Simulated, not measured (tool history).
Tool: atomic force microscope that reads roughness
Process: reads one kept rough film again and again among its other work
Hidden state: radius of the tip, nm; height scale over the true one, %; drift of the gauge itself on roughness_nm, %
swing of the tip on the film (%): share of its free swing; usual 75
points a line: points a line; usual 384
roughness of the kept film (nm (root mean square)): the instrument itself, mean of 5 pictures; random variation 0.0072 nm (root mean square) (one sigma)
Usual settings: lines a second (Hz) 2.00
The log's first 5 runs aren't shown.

run    hour  lines a second (Hz)  swing of the tip on the film (%)  points a line  pictures with this tip  hours of work since the height scale was calibrated  roughness of the kept film (nm (root mean square))
      242.7  -- new tip fitted
  6   280.1                 2.00                                75            384                      42                                                 1094                                               1.376
  7   350.8                 2.00                                75            384                     122                                                 1123                                               1.229
      359.6  -- new tip fitted
  8   424.0                 2.00                                75            333                      72                                                 1153                                               1.320
  9   462.6                 2.00                                79            333                     116                                                 1168                                               1.203
      480.1  -- new tip fitted
 10   547.7                 2.00                                75            384                      76                                                 1203                                               1.333
      596.6  -- new tip fitted
 11   603.5                 2.00                                75            384                       8                                                 1225                                               1.451
 12   648.9                 2.00                                75            384                      59                                                 1244                                               1.341
 13   685.8                 2.00                                75            384                     101                                                 1259                                               1.273
      715.3  -- new tip fitted
 14   767.4                 2.00                                75            384                      59                                                 1292                                               1.340
 15   823.3                 2.00                                75            384                     122                                                 1314                                               1.238
      829.6  -- height scale calibrated on a step standard
      835.6  -- new tip fitted
 16   900.7                 2.00                                75            384                      74                                                   29                                               1.305
      952.7  -- new tip fitted
 17   982.8                 1.21                                75            384                      34                                                   62                                               1.468
 18  1059.1                 1.17                                75            260                     120                                                   93                                               1.309
     1070.6  -- new tip fitted
 19  1117.5                 2.00                                75            333                      53                                                  116                                               1.332
 20  1180.8                 2.00                                75            370                     124                                                  142                                               1.236
     1192.6  -- new tip fitted
 21  1217.7                 1.43                                76            409                      28                                                  157                                               1.449
     1238.2  -- height scale calibrated on a step standard, once more
 22  1253.0                 2.69                                75            453                      67                                                    6                                               1.311
 23  1289.9                 2.00                                69            384                     108                                                   21                                               1.338
     1310.3  -- new tip fitted
 24  1341.2                 0.76                                80            384                      35                                                   42                                               1.537
 25  1416.7                 0.76                                80            384                     120                                                   72                                               1.387
     1427.9  -- new tip fitted
 26  1482.9                 1.46                                80            384                      62                                                   99                                               1.379
 27  1517.1                 1.46                                64            393                     101                                                  113                                               1.431
     1547.8  -- new tip fitted
 28  1566.7                 1.46                                64            393                      21                                                  133                                               1.597

Forecast run 29:
 29  1624.6                 0.84                                73            575                      87                                                  156                                                   ?

{"run 29": {"roughness of the kept film (nm (root mean square))": 1.486}}
Without the tool's hidden state the same run would have given roughness of the kept film (nm (root mean square)) 1.654.
